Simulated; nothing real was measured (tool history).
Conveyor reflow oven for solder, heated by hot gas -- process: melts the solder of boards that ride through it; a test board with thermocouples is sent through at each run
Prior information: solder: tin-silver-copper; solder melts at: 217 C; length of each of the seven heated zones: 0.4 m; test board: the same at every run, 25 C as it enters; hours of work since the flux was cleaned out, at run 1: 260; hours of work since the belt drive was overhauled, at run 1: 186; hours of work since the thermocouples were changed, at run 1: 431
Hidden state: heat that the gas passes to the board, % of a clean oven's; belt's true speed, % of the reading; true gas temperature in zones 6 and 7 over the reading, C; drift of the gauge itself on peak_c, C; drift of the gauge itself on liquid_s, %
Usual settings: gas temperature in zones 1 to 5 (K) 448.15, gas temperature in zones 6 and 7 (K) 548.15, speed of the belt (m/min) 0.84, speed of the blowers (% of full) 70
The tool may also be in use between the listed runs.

run	hour	gas temperature in zones 1 to 5 (K)	gas temperature in zones 6 and 7 (K)	speed of the belt (m/min)	speed of the blowers (% of full)	hours of work since the flux was cleaned out	hours of work since the belt drive was overhauled	hours of work since the thermocouples were changed	highest temperature of the board (K)	time above the solder's melting point (s)
1	0	448.15	548.15	0.84	70	260	186	431	524.35	40.5
2	39.1	448.15	548.15	0.84	70	278	203	449	524.05	40.2
3	75.5	448.15	548.15	0.84	70	294	220	465	524.15	40.4
4	110.6	448.15	548.15	0.84	70	310	235	481	524.15	40.3
# hour 137.9: flux residue cleaned out of gas plates and filters
5	143.7	448.15	548.15	0.84	70	3	248	494	524.25	41.6
6	176.3	448.15	548.15	0.84	70	17	263	508	524.35	40.7
7	206.5	463.15	548.15	0.84	70	31	276	522	527.85	47.2
8	228.4	448.15	548.15	0.84	70	40	286	531	524.35	41
9	265	448.15	548.15	0.84	70	57	302	548	524.25	40.4
10	291.5	448.15	548.15	0.84	70	69	314	560	524.35	41.5
11	324.8	448.15	548.15	0.84	67	84	329	575	523.15	40.1
12	343.1	448.15	548.15	0.84	70	92	337	583	524.35	41.4
13	377.9	448.15	548.15	0.84	59	107	353	598	520.05	37.3
14	397.9	461.15	545.15	0.729	57	116	362	607	525.85	52.7
15	433.3	461.15	559.15	0.952	57	132	378	623	525.35	38.7
16	464.3	436.15	541.15	0.84	70	146	392	637	515.85	32.6
17	489	448.15	556.15	0.84	70	157	403	648	530.55	45
18	524.3	451.15	541.15	0.717	89	173	418	664	528.75	53.9
19	547.3	441.15	541.15	0.953	89	183	429	674	517.45	30.2
20	585.4	448.15	548.15	0.713	53	200	446	691	524.55	49.2
21	613	443.15	542.15	0.675	79	213	458	704	527.85	53.9
22	652.3	455.15	542.15	0.675	79	230	476	721	529.85	60
23	670.1	437.15	548.15	0.918	88	238	484	729	523.45	35
24	696.4	437.15	548.15	0.918	88	250	495	741	523.45	35
25	731.6	447.15	548.15	0.918	88	266	511	757	525.55	38.2

Alternative continuations, all from the tool just after run 25; predict every row:
A	760	439.15	551.15	0.918	88	278	524	769	?	?
B	760	448.15	543.15	0.692	74	278	524	769	?	?
C	760	447.15	550.15	0.918	88	278	524	769	?	?

run	highest temperature of the board (K)	time above the solder's melting point (s)
A	526.25	37.2
B	527.95	53.3
C	526.95	39.3
Had the tool no hidden state, the same runs would have come out as:
run	highest temperature of the board (K)	time above the solder's melting point (s)
A	526.35	37.2
B	527.95	53.3
C	526.95	39.3

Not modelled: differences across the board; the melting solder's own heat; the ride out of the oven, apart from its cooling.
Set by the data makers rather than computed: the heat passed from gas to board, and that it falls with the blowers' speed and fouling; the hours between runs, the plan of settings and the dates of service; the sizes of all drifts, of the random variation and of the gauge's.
